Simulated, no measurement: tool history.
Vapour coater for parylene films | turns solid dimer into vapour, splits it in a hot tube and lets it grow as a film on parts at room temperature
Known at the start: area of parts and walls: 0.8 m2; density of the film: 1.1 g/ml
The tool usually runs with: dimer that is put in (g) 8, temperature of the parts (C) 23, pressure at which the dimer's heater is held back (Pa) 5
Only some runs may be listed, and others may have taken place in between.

run,hour,dimer that is put in (g),temperature of the parts (C),pressure at which the dimer's heater is held back (Pa),thickness of the film (nm)
1,0,8,23,5,6790
2,28.3,8,32,5,5010
3,44.1,8,32,5,4960
4,60.5,8,32,5,5010
5,76.6,8,32,5,4860
6,94.5,8,32,5,4880
7,115.5,8,23,5,6670
8,132.8,8,23,5,6470
9,150.1,8,23,5,6510
10,173.7,8,23,5,6640
11,189.1,8,23,5,6510
12,216,8,23,2.38,6820
13,243,8,15,5,8320
14,260.3,8,15,5,8250
15,274.9,8,15,5,8300
16,302.8,10,23,5,8030
17,319.5,10,23,5,7890
18,340.3,8,23,5,6380
19,358.8,8,23,2.56,6750
20,379.5,8,23,2.56,6720
21,403.4,8,23,2.56,6640
22,420.3,8,23,2.56,6520
23,443.6,8,23,2.56,6570
24,456.8,8,23,2.56,6600
25,484.9,3,34,4.34,1610
26,506.2,5,23,5,3910
# hour 512.2: trap's valve overhauled
27,527.1,13,21,5.63,10430
28,540.2,6,26,2.64,4250
29,557.1,3,30,4.12,1830
30,583.6,4,23,5,2980
31,609.2,4,33,5,2160
32,625.2,4,21,3.91,3110
33,650,11,28,5.48,6830
# hour 664.2: trap's valve overhauled, once more
34,673.7,8,29,11.18,5310
35,690.9,13,22,5,11420
36,712.4,13,22,5,11360
37,727.5,8,26,9.44,5880
38,754.6,8,26,9.44,5870
39,779.6,3,31,9.44,1830
40,795.2,7,22,5.38,6100
41,815.9,8,23,6.14,6690
42,836.3,8,16,4.17,8590
43,856.2,8,16,4.17,8500
44,869.4,8,23,4.41,6730
45,898,8,23,4.41,6770
46,925.6,10,18,6.31,9570
47,951.2,10,18,7.89,9410

Forecast each of these 3 alternatives for the next run:
A,976.2,6,17,5.21,?
B,976.2,6,18,9.78,?
C,976.2,4,20,9.07,?

run,thickness of the film (nm)
A,6030
B,5480
C,3440
The same runs, with their run-to-run variation unchanged, on a tool lacking any hidden condition would have given:
run,thickness of the film (nm)
A,6280
B,5700
C,3580
